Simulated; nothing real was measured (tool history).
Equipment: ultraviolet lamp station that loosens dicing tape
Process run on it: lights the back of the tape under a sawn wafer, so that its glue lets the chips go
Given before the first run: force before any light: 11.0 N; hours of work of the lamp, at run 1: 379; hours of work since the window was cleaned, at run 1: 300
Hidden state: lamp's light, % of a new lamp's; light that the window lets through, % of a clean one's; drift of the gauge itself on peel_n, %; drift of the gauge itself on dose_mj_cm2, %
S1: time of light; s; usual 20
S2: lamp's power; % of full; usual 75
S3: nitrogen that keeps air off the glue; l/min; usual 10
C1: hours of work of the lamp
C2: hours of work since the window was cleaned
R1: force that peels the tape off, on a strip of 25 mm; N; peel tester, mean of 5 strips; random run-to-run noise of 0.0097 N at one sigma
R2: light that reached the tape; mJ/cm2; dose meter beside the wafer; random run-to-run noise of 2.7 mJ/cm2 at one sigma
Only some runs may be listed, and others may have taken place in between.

run    day  S1  S2  S3   C1   C2     R1   R2
  1      0  20  75  10  379  300  0.719  291
  2  0.479  20  75  10  388  308  0.712  293
  3  0.938  20  75  10  396  317  0.708  288
  4  1.275  20  75  10  402  323  0.732  288
  5   2.05  20  75  10  416  337  0.784  284
  6  2.879  20  75  10  432  352  0.785  279
  7  3.467  21  66   8  442  363  1.184  257

What will run 8 give?
  8  3.821  21  74   8  449  369   ?   ?

For run 8 the tool returned R1 0.911 N, R2 290 mJ/cm2.
On a tool with no hidden condition, and with the same random variation, this run would have come out at R1 0.469 N, R2 387 mJ/cm2.
